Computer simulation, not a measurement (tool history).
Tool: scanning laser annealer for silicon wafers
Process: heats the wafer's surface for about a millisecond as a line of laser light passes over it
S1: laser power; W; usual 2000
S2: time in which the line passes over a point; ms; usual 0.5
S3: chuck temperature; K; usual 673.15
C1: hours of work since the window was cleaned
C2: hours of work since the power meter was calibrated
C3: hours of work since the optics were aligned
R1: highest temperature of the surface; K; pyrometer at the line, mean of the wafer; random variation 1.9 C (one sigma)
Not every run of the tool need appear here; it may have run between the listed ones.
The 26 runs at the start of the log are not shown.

Run 27, hour 1451.8: usual settings but S2 0.55 ms, S3 636.15 K; C1 246; C2 1517; C3 1343. Result: R1 1467.15 K.
Run 28, hour 1499: usual settings but S2 0.55 ms, S3 636.15 K; C1 281; C2 1552; C3 1378. Result: R1 1465.15 K.
Run 29, hour 1537: usual settings but S1 1774 W, S2 0.354 ms, S3 650.15 K; C1 310; C2 1580; C3 1406. Result: R1 1226.15 K.
Run 30, hour 1606.8: usual settings but S1 1774 W, S2 0.354 ms, S3 650.15 K; C1 361; C2 1632; C3 1458. Result: R1 1223.15 K.
At hour 1614.4: window over the wafer cleaned.
Run 31, hour 1683.9: usual settings but S1 2189 W, S2 0.354 ms, S3 650.15 K; C1 52; C2 1688; C3 1514. Result: R1 1369.15 K.
At hour 1717.1: optics aligned, line set to its width.
Run 32, hour 1753.1: usual settings but S2 0.513 ms, S3 672.15 K; C1 99; C2 1736; C3 27. Result: R1 1485.15 K.
Run 33, hour 1794.3: usual settings but S1 2159 W, S2 0.428 ms, S3 684.15 K; C1 130; C2 1767; C3 57. Result: R1 1474.15 K.
Run 34, hour 1853: usual settings but S1 2159 W, S2 0.428 ms, S3 684.15 K; C1 174; C2 1810; C3 101. Result: R1 1468.15 K.
Run 35, hour 1894.2: usual settings but S1 2055 W, S2 0.415 ms, S3 633.15 K; C1 204; C2 1841; C3 132. Result: R1 1368.15 K.
Run 36, hour 1947.2: usual settings but S1 2055 W, S2 0.439 ms, S3 633.15 K; C1 244; C2 1880; C3 171. Result: R1 1388.15 K.
Run 37, hour 2016.1: usual settings but S1 1773 W, S3 659.15 K; C1 295; C2 1931; C3 222. Result: R1 1361.15 K.
Run 38, hour 2090.9: usual settings but S1 1773 W, S3 659.15 K; C1 350; C2 1987; C3 278. Result: R1 1358.15 K.
At hour 2112.7: window over the wafer cleaned.
Run 39, hour 2149: usual settings but S1 1773 W, S3 659.15 K; C1 27; C2 2029; C3 319. Result: R1 1382.15 K.
Run 40, hour 2214.6: usual settings but S1 1773 W, S3 659.15 K; C1 76; C2 2077; C3 368. Result: R1 1374.15 K.

Alternative continuations, all from the tool just after run 40; predict every row:
Run A, hour 2272.1: usual settings but S1 1773 W, S3 647.15 K; C1 118; C2 2120; C3 411. Result: R1 ?.
Run B, hour 2272.1: usual settings but S1 2031 W, S2 0.525 ms, S3 706.15 K; C1 118; C2 2120; C3 411. Result: R1 ?.
Run C, hour 2272.1: usual settings but S1 1786 W, S3 657.15 K; C1 118; C2 2120; C3 411. Result: R1 ?.

run       R1
  A  1362.15
  B  1541.15
  C  1376.15
Had the tool no hidden state, the same runs would have come out as:
run       R1
  A  1379.15
  B  1561.15
  C  1393.15

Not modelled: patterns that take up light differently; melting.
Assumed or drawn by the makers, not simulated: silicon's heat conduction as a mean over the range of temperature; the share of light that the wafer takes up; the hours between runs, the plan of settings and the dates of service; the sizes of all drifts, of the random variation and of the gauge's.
